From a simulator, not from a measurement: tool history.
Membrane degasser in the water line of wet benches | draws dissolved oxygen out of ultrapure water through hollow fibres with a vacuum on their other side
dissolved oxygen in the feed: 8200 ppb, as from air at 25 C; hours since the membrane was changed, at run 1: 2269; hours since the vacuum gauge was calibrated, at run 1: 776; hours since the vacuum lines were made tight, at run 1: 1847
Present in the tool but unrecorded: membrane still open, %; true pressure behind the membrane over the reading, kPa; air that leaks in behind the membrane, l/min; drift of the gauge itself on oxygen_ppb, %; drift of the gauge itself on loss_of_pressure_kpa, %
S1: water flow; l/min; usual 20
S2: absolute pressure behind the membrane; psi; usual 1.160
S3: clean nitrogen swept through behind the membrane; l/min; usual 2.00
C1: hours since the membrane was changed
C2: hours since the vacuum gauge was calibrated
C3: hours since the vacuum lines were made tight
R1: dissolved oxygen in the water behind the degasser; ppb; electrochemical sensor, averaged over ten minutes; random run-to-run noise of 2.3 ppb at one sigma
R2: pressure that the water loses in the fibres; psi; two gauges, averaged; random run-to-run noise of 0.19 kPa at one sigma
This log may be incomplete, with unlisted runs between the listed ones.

run 1 hour=0.0 | S1=20 S2=1.160 S3=2.00 | C1=2269 C2=776 C3=1847 | R1=225.7 R2=5.494
run 2 hour=38.9 | S1=20 S2=1.160 S3=2.00 | C1=2308 C2=815 C3=1886 | R1=225.0 R2=5.448
run 3 hour=95.7 | S1=20 S2=1.160 S3=2.00 | C1=2365 C2=872 C3=1942 | R1=223.4 R2=5.487
run 4 hour=146.5 | S1=20 S2=1.160 S3=2.00 | C1=2416 C2=923 C3=1993 | R1=223.8 R2=5.474
run 5 hour=177.8 | S1=20 S2=1.160 S3=2.00 | C1=2447 C2=954 C3=2025 | R1=225.6 R2=5.509
run 6 hour=236.3 | S1=20 S2=1.858 S3=2.00 | C1=2506 C2=1013 C3=2083 | R1=336.3 R2=5.504
run 7 hour=294.9 | S1=20 S2=1.858 S3=2.00 | C1=2564 C2=1071 C3=2142 | R1=331.3 R2=5.465
run 8 hour=332.9 | S1=24 S2=1.160 S3=2.00 | C1=2602 C2=1109 C3=2180 | R1=336.1 R2=6.599
run 9 hour=390.9 | S1=24 S2=1.160 S3=2.00 | C1=2660 C2=1167 C3=2238 | R1=332.4 R2=6.612
run 10 hour=444.9 | S1=20 S2=1.168 S3=2.00 | C1=2714 C2=1221 C3=2292 | R1=225.4 R2=5.462
run 11 hour=484.6 | S1=20 S2=2.674 S3=2.00 | C1=2754 C2=1261 C3=2331 | R1=453.6 R2=5.542
run 12 hour=519.3 | S1=20 S2=2.339 S3=2.00 | C1=2789 C2=1296 C3=2366 | R1=403.2 R2=5.524
run 13 hour=551.8 | S1=20 S2=1.160 S3=2.00 | C1=2821 C2=1328 C3=2398 | R1=225.1 R2=5.527
run 14 hour=599.8 | S1=20 S2=1.160 S3=2.00 | C1=2869 C2=1376 C3=2446 | R1=222.1 R2=5.480
run 15 hour=653.4 | S1=20 S2=1.160 S3=2.00 | C1=2923 C2=1430 C3=2500 | R1=223.8 R2=5.509
run 16 hour=678.5 | S1=27 S2=1.160 S3=0.99 | C1=2948 C2=1455 C3=2525 | R1=549.8 R2=7.442
run 17 hour=717.6 | S1=14 S2=1.160 S3=0.99 | C1=2987 C2=1494 C3=2564 | R1=179.7 R2=3.870
run 18 hour=757.3 | S1=14 S2=1.160 S3=0.99 | C1=3027 C2=1534 C3=2604 | R1=186.7 R2=3.904
run 19 hour=792.8 | S1=14 S2=1.160 S3=0.99 | C1=3062 C2=1569 C3=2639 | R1=182.7 R2=3.871
run 20 hour=844.7 | S1=14 S2=1.160 S3=0.99 | C1=3114 C2=1621 C3=2691 | R1=181.1 R2=3.851
run 21 hour=900.6 | S1=14 S2=1.160 S3=0.99 | C1=3170 C2=1677 C3=2747 | R1=176.1 R2=3.883
run 22 hour=948.3 | S1=14 S2=1.160 S3=0.99 | C1=3218 C2=1725 C3=2795 | R1=182.8 R2=3.848
run 23 hour=996.0 | S1=30 S2=1.027 S3=2.45 | C1=3265 C2=1772 C3=2843 | R1=490.2 R2=8.363
run 24 hour=1032.8 | S1=30 S2=1.027 S3=2.45 | C1=3302 C2=1809 C3=2879 | R1=486.3 R2=8.350
run 25 hour=1062.9 | S1=22 S2=2.354 S3=2.00 | C1=3332 C2=1839 C3=2910 | R1=466.8 R2=6.119
run 26 hour=1099.2 | S1=20 S2=0.782 S3=3.58 | C1=3368 C2=1876 C3=2946 | R1=144.6 R2=5.562
run 27 hour=1123.8 | S1=20 S2=1.923 S3=2.52 | C1=3393 C2=1900 C3=2970 | R1=298.0 R2=5.548
run 28 hour=1159.0 | S1=22 S2=1.160 S3=1.31 | C1=3428 C2=1935 C3=3006 | R1=334.1 R2=6.100
run 29 hour=1206.9 | S1=32 S2=1.160 S3=0.92 | C1=3476 C2=1983 C3=3054 | R1=746.8 R2=8.871

Here are 4 independent what-if runs from the current tool condition. What would each one return?
run A hour=1251.2 | S1=16 S2=1.160 S3=0.92 | C1=3520 C2=2028 C3=3098 | R1=? R2=?
run B hour=1251.2 | S1=24 S2=2.366 S3=4.58 | C1=3520 C2=2028 C3=3098 | R1=? R2=?
run C hour=1251.2 | S1=24 S2=1.160 S3=2.49 | C1=3520 C2=2028 C3=3098 | R1=? R2=?
run D hour=1251.2 | S1=30 S2=2.744 S3=5.14 | C1=3520 C2=2028 C3=3098 | R1=? R2=?

run=A R1=229.4 R2=4.429
run=B R1=370.4 R2=6.704
run=C R1=315.8 R2=6.622
run=D R1=579.8 R2=8.379
Without the tool's hidden state the same runs would have given:
run=A R1=229.3 R2=4.318
run=B R1=370.1 R2=6.537
run=C R1=315.5 R2=6.454
run=D R1=579.5 R2=8.169
